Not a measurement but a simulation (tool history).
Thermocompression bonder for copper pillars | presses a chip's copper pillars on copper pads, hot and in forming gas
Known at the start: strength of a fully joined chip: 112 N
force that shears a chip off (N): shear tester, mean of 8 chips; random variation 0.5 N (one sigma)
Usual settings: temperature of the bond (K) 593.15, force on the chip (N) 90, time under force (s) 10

run,hour,temperature of the bond (K),force on the chip (N),time under force (s),force that shears a chip off (N)
1,0.0,593.15,90,10,69.5
2,38.2,593.15,90,10,69.8
3,82.7,593.15,90,10,69.7
4,127.9,593.15,90,10,69.3
5,163.3,593.15,90,10,68.9
6,207.6,593.15,90,24,85.0
7,256.3,593.15,90,24,84.5
8,296.1,593.15,90,24,85.8
9,357.7,613.15,90,10,77.7
# hour 372.1: forming gas filter changed
10,385.4,576.15,69,30,77.1
11,442.5,611.15,68,28,92.2
12,493.6,593.15,90,19,84.3
13,543.8,614.15,68,6,63.9
14,608.2,586.15,90,7,61.1
# hour 655.7: force cell calibrated
15,657.6,600.15,119,10,80.4
16,701.7,593.15,90,10,69.1
17,729.2,615.15,72,10,71.9

5 ways to go on from here, each from the tool as it stands after run 17. What would each give?
A,762.2,593.15,83,20,?
B,762.2,615.15,72,11,?
C,762.2,603.15,90,5,?
D,762.2,593.15,90,7,?
E,762.2,615.15,102,9,?

run,force that shears a chip off (N)
A,80.4
B,74.6
C,60.1
D,60.9
E,80.3
Without the tool's hidden state the same runs would have given:
run,force that shears a chip off (N)
A,78.4
B,72.7
C,57.6
D,58.2
E,78.8
